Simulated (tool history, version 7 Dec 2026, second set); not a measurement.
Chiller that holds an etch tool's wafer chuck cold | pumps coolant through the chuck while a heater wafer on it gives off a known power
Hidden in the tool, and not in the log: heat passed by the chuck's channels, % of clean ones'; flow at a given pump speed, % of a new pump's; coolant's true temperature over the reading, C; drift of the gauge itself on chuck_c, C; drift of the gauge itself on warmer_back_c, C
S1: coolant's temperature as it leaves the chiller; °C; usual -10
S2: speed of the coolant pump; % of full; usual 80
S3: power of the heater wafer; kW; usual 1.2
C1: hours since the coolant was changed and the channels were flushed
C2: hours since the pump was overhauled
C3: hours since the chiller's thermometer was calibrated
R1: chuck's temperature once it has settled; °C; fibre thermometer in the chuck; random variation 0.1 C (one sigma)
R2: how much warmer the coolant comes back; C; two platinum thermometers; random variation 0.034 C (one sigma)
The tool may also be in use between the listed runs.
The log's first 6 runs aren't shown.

run	day	S1	S2	S3	C1	C2	C3	R1	R2
7	14.525	-10	83	1.2	4131	2139	4593	-1.5	5.36
8	18.342	-10	80	1.2	4222	2231	4685	-1.1	5.44
9	21.246	-10	80	1.2	4292	2301	4755	-1.1	5.53
10	24.096	-10	70	1.2	4361	2369	4823	-0.1	6.4
11	25.879	-10	70	1.2	4403	2412	4866	-0.3	6.33
12	29.55	-10	70	1.2	4492	2500	4954	0	6.39
13	31.304	-10	80	1.2	4534	2542	4996	-1.3	5.65
14	34.908	-10	80	1.2	4620	2628	5083	-0.9	5.68
# day 36.683: chiller's thermometer calibrated
15	37.042	-10	80	1.2	4670	2679	9	-1.1	5.69
16	39.333	-10	80	1.2	4725	2734	64	-1.1	5.7
17	42.038	-10	80	1.2	4790	2799	129	-1	5.72
18	43.646	-10	85	0.663	4829	2837	167	-5.1	3.01
19	45.488	-10	99	1.751	4873	2881	211	1.3	6.62
20	49.229	-10	80	0.773	4963	2971	301	-4.2	3.75
21	52.267	-10	78	1.2	5036	3044	374	-1	5.88
22	54.417	-10	93	1.2	5087	3096	426	-2	4.94
# day 55.871: gauge calibrated
23	58.133	-16	94	1.2	5177	3185	515	-8.1	4.64
24	60.054	-16	94	1.2	5223	3231	561	-8	4.67
25	62.808	-16	66	1.126	5289	3297	627	-6.3	6.22
26	65.221	-19	66	0.666	5347	3355	685	-13.3	3.71
27	67.875	-10	61	1.2	5410	3419	749	1	7.28
28	71.279	-10	61	1.2	5492	3500	830	1.1	7.26
# day 74.175: coolant changed, channels flushed
29	75.058	-16	80	1.2	21	3585	915	-7.1	5.5
30	77.025	-4	72	1.12	68	3632	962	5.1	5.72
31	78.621	-4	72	1.551	107	3671	1001	8.6	7.96

4 ways to go on from here, each from the tool as it stands after run 31. What would each give?
A	81.7	-17	72	1.551	181	3744	1074	?	?
B	81.7	-4	95	1.663	181	3744	1074	?	?
C	81.7	-20	72	1.271	181	3744	1074	?	?
D	81.7	-1	74	1.145	181	3744	1074	?	?

run	R1	R2
A	-4.5	7.94
B	6.8	6.5
C	-9.5	6.64
D	8.1	5.76
Without the tool's hidden state the same runs would have given:
run	R1	R2
A	-4.5	7.8
B	6.8	6.37
C	-9.5	6.51
D	8.1	5.63

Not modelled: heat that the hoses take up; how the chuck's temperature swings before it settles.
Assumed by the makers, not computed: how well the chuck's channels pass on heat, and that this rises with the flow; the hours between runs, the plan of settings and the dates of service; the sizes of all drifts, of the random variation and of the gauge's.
